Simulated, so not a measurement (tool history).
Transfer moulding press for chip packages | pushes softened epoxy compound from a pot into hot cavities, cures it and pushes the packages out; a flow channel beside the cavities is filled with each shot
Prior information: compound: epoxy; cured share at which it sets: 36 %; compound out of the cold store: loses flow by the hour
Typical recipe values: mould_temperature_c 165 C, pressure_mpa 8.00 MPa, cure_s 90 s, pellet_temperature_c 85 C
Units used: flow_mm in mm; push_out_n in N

| run | day | mould_temperature_c | pressure_mpa | cure_s | pellet_temperature_c | incoming compound's hours out of the cold store | flow_mm | push_out_n |
|---|---|---|---|---|---|---|---|---|
| 1 | 0.000 | 165 | 8.00 | 90 | 85 | 27.3 | 521 | 411 |
| 2 | 1.404 | 165 | 8.00 | 119 | 85 | 38.0 | 484 | 388 |
|  | 1.725 | cavities cleaned with cleaning compound and waxed |
| 3 | 2.779 | 165 | 8.00 | 119 | 85 | 47.4 | 465 | 318 |
| 4 | 3.633 | 171 | 8.00 | 119 | 85 | 20.8 | 523 | 354 |
|  | 4.371 | cavities cleaned with cleaning compound and waxed |
| 5 | 4.583 | 165 | 8.00 | 90 | 85 | 11.1 | 563 | 355 |
| 6 | 5.783 | 165 | 8.00 | 90 | 85 | 16.7 | 542 | 452 |
|  | 6.312 | plunger's sealing rings changed |
| 7 | 6.971 | 165 | 8.00 | 90 | 85 | 37.0 | 510 | 475 |
|  | 7.150 | cavities cleaned with cleaning compound and waxed |
| 8 | 8.271 | 165 | 8.00 | 90 | 85 | 38.1 | 505 | 431 |
| 9 | 9.433 | 165 | 8.00 | 90 | 91 | 34.9 | 514 | 464 |
|  | 9.775 | cavities cleaned with cleaning compound and waxed |
| 10 | 10.296 | 165 | 8.00 | 90 | 91 | 44.8 | 482 | 361 |
| 11 | 11.625 | 165 | 8.00 | 90 | 91 | 12.6 | 579 | 463 |
|  | 12.417 | cavities cleaned with cleaning compound and waxed |
| 12 | 12.950 | 165 | 8.00 | 90 | 91 | 44.8 | 483 | 346 |
| 13 | 13.579 | 165 | 8.00 | 90 | 91 | 19.9 | 554 | 414 |
| 14 | 14.312 | 165 | 6.81 | 82 | 91 | 26.8 | 490 | 513 |
|  | 15.121 | cavities cleaned with cleaning compound and waxed |
| 15 | 15.346 | 165 | 6.81 | 82 | 91 | 30.3 | 481 | 402 |
| 16 | 16.608 | 165 | 6.81 | 82 | 91 | 25.2 | 492 | 504 |
|  | 17.700 | cavities cleaned with cleaning compound and waxed |
| 17 | 18.212 | 163 | 6.15 | 82 | 91 | 46.7 | 421 | 450 |
| 18 | 19.388 | 163 | 8.19 | 87 | 76 | 28.4 | 534 | 552 |
| 19 | 20.033 | 163 | 8.19 | 87 | 76 | 42.6 | 493 | 556 |
|  | 20.317 | cavities cleaned with cleaning compound and waxed |
| 20 | 21.325 | 165 | 8.00 | 119 | 77 | 25.0 | 532 | 304 |
| 21 | 22.775 | 165 | 8.00 | 119 | 77 | 18.7 | 546 | 392 |
|  | 22.912 | cavities cleaned with cleaning compound and waxed |
| 22 | 23.879 | 165 | 8.00 | 119 | 77 | 35.4 | 501 | 312 |
| 23 | 24.846 | 159 | 7.21 | 116 | 83 | 33.0 | 489 | 427 |

Per-run results on a tool with no hidden state, each run keeping its own random variation:
The hidden state here: true mould temperature over the reading, C; pressure that reaches the compound, % of what is set; grip of the stained cavities, % over clean ones'; drift of the gauge itself on flow_mm, %; drift of the gauge itself on push_out_n, %.
| run | flow_mm | push_out_n |
|---|---|---|
| 1 | 541 | 331 |
| 2 | 504 | 261 |
| 3 | 486 | 254 |
| 4 | 547 | 250 |
| 5 | 589 | 334 |
| 6 | 569 | 344 |
| 7 | 511 | 321 |
| 8 | 508 | 335 |
| 9 | 518 | 316 |
| 10 | 486 | 311 |
| 11 | 586 | 330 |
| 12 | 489 | 308 |
| 13 | 562 | 331 |
| 14 | 498 | 374 |
| 15 | 489 | 383 |
| 16 | 502 | 382 |
| 17 | 431 | 394 |
| 18 | 547 | 409 |
| 19 | 506 | 382 |
| 20 | 547 | 245 |
| 21 | 564 | 266 |
| 22 | 517 | 253 |
| 23 | 507 | 310 |
